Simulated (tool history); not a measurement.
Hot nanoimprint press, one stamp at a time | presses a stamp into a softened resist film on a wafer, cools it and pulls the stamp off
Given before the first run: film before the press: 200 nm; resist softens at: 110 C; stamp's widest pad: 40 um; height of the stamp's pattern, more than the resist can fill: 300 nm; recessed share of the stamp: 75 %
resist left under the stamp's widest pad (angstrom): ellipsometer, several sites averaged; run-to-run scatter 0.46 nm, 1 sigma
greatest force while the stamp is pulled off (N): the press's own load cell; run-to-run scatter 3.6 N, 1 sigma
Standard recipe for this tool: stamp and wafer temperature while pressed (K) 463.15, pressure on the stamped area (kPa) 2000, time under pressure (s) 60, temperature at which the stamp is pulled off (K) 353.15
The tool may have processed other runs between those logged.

run	hour	stamp and wafer temperature while pressed (K)	pressure on the stamped area (kPa)	time under pressure (s)	temperature at which the stamp is pulled off (K)	resist left under the stamp's widest pad (angstrom)	greatest force while the stamp is pulled off (N)
1	0.0	463.15	2000	60	353.15	808	201
2	14.1	463.15	2000	60	353.15	802	194
3	33.7	463.15	2000	60	353.15	817	201
4	48.4	463.15	2000	60	353.15	808	200
5	61.0	463.15	2000	60	339.15	816	267
6	76.7	460.15	2000	60	339.15	929	273
7	89.8	463.15	2000	60	353.15	813	209
8	99.7	463.15	2000	60	353.15	822	206
9	119.9	463.15	2000	60	360.15	813	171
10	131.4	463.15	2000	60	360.15	823	174
11	147.5	466.15	2710	48	350.15	692	215
12	160.6	471.15	2000	47	353.15	667	209
13	175.3	459.15	1800	37	355.15	1193	198
14	192.6	459.15	1800	37	355.15	1198	202
15	209.6	462.15	2000	60	353.15	834	210
16	220.7	462.15	2000	60	353.15	834	206
17	231.5	468.15	1280	37	360.15	964	175
18	246.6	468.15	1750	98	360.15	567	174
19	262.4	472.15	2000	60	350.15	548	229
20	279.3	471.15	2710	60	351.15	500	184

Removed from this log: 2 entries logged between the listed runs. Between which two listed runs does each belong, and how does the tool's hidden state at the listed run before it compare with that at the listed run after it?
In the gap between runs 14 and 15: plate thermocouple calibrated (hour 201.3)
  true temperature over the reading, C: -0.8 -> -0.07; pressure that arrives at the usual setting, %: 94.64 -> 94.57; grip of the stamp's worn release coat, % over a new coat's: 20 -> 20.5
  what was measured, less what the result would be without the hidden state, resist left under the stamp's widest pad (angstrom): +54 -> +23; greatest force while the stamp is pulled off (N): +37 -> +36
In the gap between runs 19 and 20: stamp cleaned and given a new release coat (hour 276.6)
  true temperature over the reading, C: -0.16 -> -0.18; pressure that arrives at the usual setting, %: 94.28 -> 94.22; grip of the stamp's worn release coat, % over a new coat's: 22.5 -> 0.1
  what was measured, less what the result would be without the hidden state, resist left under the stamp's widest pad (angstrom): +19 -> +23; greatest force while the stamp is pulled off (N): +43 -> +1
